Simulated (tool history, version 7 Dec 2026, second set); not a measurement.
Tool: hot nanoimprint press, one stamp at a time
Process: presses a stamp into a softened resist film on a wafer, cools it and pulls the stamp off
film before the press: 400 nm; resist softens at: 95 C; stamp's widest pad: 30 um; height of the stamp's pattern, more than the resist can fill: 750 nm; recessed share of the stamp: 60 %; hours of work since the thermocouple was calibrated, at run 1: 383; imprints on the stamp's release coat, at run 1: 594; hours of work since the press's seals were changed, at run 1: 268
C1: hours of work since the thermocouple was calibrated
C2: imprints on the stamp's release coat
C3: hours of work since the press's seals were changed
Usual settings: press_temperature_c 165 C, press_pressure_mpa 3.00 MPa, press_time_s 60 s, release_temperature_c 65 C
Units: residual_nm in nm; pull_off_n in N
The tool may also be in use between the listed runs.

run 1 day=0.000 | press_temperature_c=165 press_pressure_mpa=3.00 press_time_s=60 release_temperature_c=65 | C1=383 C2=594 C3=268 | residual_nm=173.5 pull_off_n=284
run 2 day=0.567 | press_temperature_c=165 press_pressure_mpa=3.00 press_time_s=60 release_temperature_c=65 | C1=393 C2=624 C3=278 | residual_nm=173.2 pull_off_n=272
run 3 day=1.133 | press_temperature_c=161 press_pressure_mpa=3.00 press_time_s=60 release_temperature_c=65 | C1=402 C2=653 C3=287 | residual_nm=214.2 pull_off_n=282
run 4 day=1.779 | press_temperature_c=161 press_pressure_mpa=3.00 press_time_s=60 release_temperature_c=65 | C1=413 C2=687 C3=298 | residual_nm=214.5 pull_off_n=285
run 5 day=2.462 | press_temperature_c=165 press_pressure_mpa=3.51 press_time_s=60 release_temperature_c=65 | C1=424 C2=722 C3=309 | residual_nm=161.1 pull_off_n=278
run 6 day=2.962 | press_temperature_c=161 press_pressure_mpa=3.51 press_time_s=60 release_temperature_c=65 | C1=433 C2=748 C3=317 | residual_nm=200.9 pull_off_n=297
run 7 day=3.812 | press_temperature_c=161 press_pressure_mpa=3.51 press_time_s=60 release_temperature_c=65 | C1=447 C2=792 C3=332 | residual_nm=200.7 pull_off_n=295
run 8 day=4.504 | press_temperature_c=161 press_pressure_mpa=3.51 press_time_s=60 release_temperature_c=65 | C1=458 C2=827 C3=343 | residual_nm=201.1 pull_off_n=307
run 9 day=4.875 | press_temperature_c=161 press_pressure_mpa=3.51 press_time_s=60 release_temperature_c=65 | C1=464 C2=846 C3=349 | residual_nm=200.6 pull_off_n=298
run 10 day=5.588 | press_temperature_c=161 press_pressure_mpa=3.51 press_time_s=60 release_temperature_c=65 | C1=476 C2=883 C3=361 | residual_nm=201.2 pull_off_n=306
run 11 day=6.196 | press_temperature_c=161 press_pressure_mpa=3.51 press_time_s=60 release_temperature_c=65 | C1=486 C2=915 C3=371 | residual_nm=200.8 pull_off_n=309
run 12 day=6.817 | press_temperature_c=161 press_pressure_mpa=3.51 press_time_s=60 release_temperature_c=65 | C1=497 C2=947 C3=381 | residual_nm=200.1 pull_off_n=314
run 13 day=7.575 | press_temperature_c=165 press_pressure_mpa=3.00 press_time_s=60 release_temperature_c=64 | C1=509 C2=986 C3=394 | residual_nm=171.5 pull_off_n=323
run 14 day=8.262 | press_temperature_c=165 press_pressure_mpa=3.00 press_time_s=60 release_temperature_c=64 | C1=521 C2=1022 C3=406 | residual_nm=172.2 pull_off_n=337
-- day=8.988 plate thermocouple calibrated
run 15 day=9.096 | press_temperature_c=165 press_pressure_mpa=3.00 press_time_s=60 release_temperature_c=65 | C1=2 C2=1058 C3=417 | residual_nm=167.1 pull_off_n=335
run 16 day=9.821 | press_temperature_c=165 press_pressure_mpa=3.00 press_time_s=60 release_temperature_c=65 | C1=14 C2=1096 C3=429 | residual_nm=166.9 pull_off_n=330
run 17 day=10.308 | press_temperature_c=161 press_pressure_mpa=3.00 press_time_s=35 release_temperature_c=65 | C1=22 C2=1121 C3=437 | residual_nm=246.8 pull_off_n=334
run 18 day=10.954 | press_temperature_c=174 press_pressure_mpa=3.00 press_time_s=60 release_temperature_c=68 | C1=33 C2=1154 C3=448 | residual_nm=101.2 pull_off_n=320
run 19 day=11.308 | press_temperature_c=165 press_pressure_mpa=3.00 press_time_s=78 release_temperature_c=51 | C1=39 C2=1173 C3=454 | residual_nm=151.0 pull_off_n=406
run 20 day=11.817 | press_temperature_c=155 press_pressure_mpa=3.51 press_time_s=49 release_temperature_c=65 | C1=47 C2=1199 C3=463 | residual_nm=276.9 pull_off_n=341
run 21 day=12.633 | press_temperature_c=172 press_pressure_mpa=3.00 press_time_s=48 release_temperature_c=65 | C1=61 C2=1241 C3=476 | residual_nm=124.0 pull_off_n=340
-- day=13.050 plate thermocouple calibrated, once more
run 22 day=13.462 | press_temperature_c=172 press_pressure_mpa=1.95 press_time_s=59 release_temperature_c=63 | C1=7 C2=1278 C3=488 | residual_nm=152.0 pull_off_n=356
run 23 day=14.117 | press_temperature_c=158 press_pressure_mpa=1.95 press_time_s=59 release_temperature_c=63 | C1=18 C2=1311 C3=499 | residual_nm=293.1 pull_off_n=371
run 24 day=14.533 | press_temperature_c=164 press_pressure_mpa=3.00 press_time_s=60 release_temperature_c=65 | C1=25 C2=1333 C3=506 | residual_nm=191.3 pull_off_n=364
run 25 day=15.212 | press_temperature_c=164 press_pressure_mpa=3.00 press_time_s=60 release_temperature_c=65 | C1=36 C2=1368 C3=517 | residual_nm=191.5 pull_off_n=378
run 26 day=16.067 | press_temperature_c=172 press_pressure_mpa=2.82 press_time_s=39 release_temperature_c=70 | C1=50 C2=1412 C3=531 | residual_nm=151.6 pull_off_n=354
run 27 day=16.433 | press_temperature_c=167 press_pressure_mpa=4.57 press_time_s=79 release_temperature_c=66 | C1=56 C2=1431 C3=537 | residual_nm=119.6 pull_off_n=375
run 28 day=16.846 | press_temperature_c=163 press_pressure_mpa=4.57 press_time_s=79 release_temperature_c=53 | C1=63 C2=1453 C3=544 | residual_nm=151.9 pull_off_n=436
run 29 day=17.367 | press_temperature_c=163 press_pressure_mpa=4.57 press_time_s=79 release_temperature_c=53 | C1=72 C2=1479 C3=553 | residual_nm=151.4 pull_off_n=447
run 30 day=17.867 | press_temperature_c=177 press_pressure_mpa=4.57 press_time_s=79 release_temperature_c=55 | C1=80 C2=1505 C3=561 | residual_nm=66.9 pull_off_n=442
run 31 day=18.704 | press_temperature_c=177 press_pressure_mpa=4.57 press_time_s=79 release_temperature_c=55 | C1=94 C2=1549 C3=575 | residual_nm=67.1 pull_off_n=446

How the hidden state differs across the entries between the runs, from the last listed run before each to the first after it:
Between runs 14 and 15: plate thermocouple calibrated (day 8.988)
  true temperature over the reading, C: 0.88 -> 1.38; pressure that arrives at the usual setting, %: 97.15 -> 97.05; grip of the stamp's worn release coat, % over a new coat's: 53.2 -> 55.2
  measured less the result without the state, residual_nm: -6.2 -> -10.7 nm; pull_off_n: +114 -> +115 N
Between runs 21 and 22: plate thermocouple calibrated, once more (day 13.050)
  true temperature over the reading, C: 1.48 -> -0.03; pressure that arrives at the usual setting, %: 96.63 -> 96.54; grip of the stamp's worn release coat, % over a new coat's: 65.9 -> 68.1
  measured less the result without the state, residual_nm: -8.1 -> +1.9 nm; pull_off_n: +131 -> +145 N

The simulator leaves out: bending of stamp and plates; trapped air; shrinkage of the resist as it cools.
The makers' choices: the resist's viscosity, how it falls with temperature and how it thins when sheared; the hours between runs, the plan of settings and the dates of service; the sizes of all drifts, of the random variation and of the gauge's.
